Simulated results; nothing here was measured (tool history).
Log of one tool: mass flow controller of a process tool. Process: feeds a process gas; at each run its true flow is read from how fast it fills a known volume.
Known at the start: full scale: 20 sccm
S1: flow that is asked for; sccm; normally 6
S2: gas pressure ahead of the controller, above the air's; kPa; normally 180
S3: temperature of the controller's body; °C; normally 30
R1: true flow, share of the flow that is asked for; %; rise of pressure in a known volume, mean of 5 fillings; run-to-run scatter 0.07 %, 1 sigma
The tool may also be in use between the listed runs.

run,hour,S1,S2,S3,R1
1,0,6,180,30,98.09
2,340.6,6,180,30,97.86
3,758.7,6,180,30,97.85
4,1185.7,6,198,30,98.08
5,1617,6,198,30,97.87
6,1879.7,6,238,24,98.54
7,2180.2,6,238,24,98.61
8,2491.8,3,215,30,97.45
9,2802.9,3,215,30,97.3
10,3108.5,3,215,34,96.84

Predict each of these 5 candidate next runs independently; none follows another, all start after run 10:
A,3434.4,2,225,21,?
B,3434.4,3,218,35,?
C,3434.4,14,180,30,?
D,3434.4,13,207,30,?
E,3434.4,18,180,30,?

run,R1
A,98.11
B,96.72
C,98
D,98.05
E,98.28
Stripped of hidden state, with their random variation kept, the same runs would have yielded:
run,R1
A,99.04
B,97.64
C,98.91
D,98.96
E,99.19
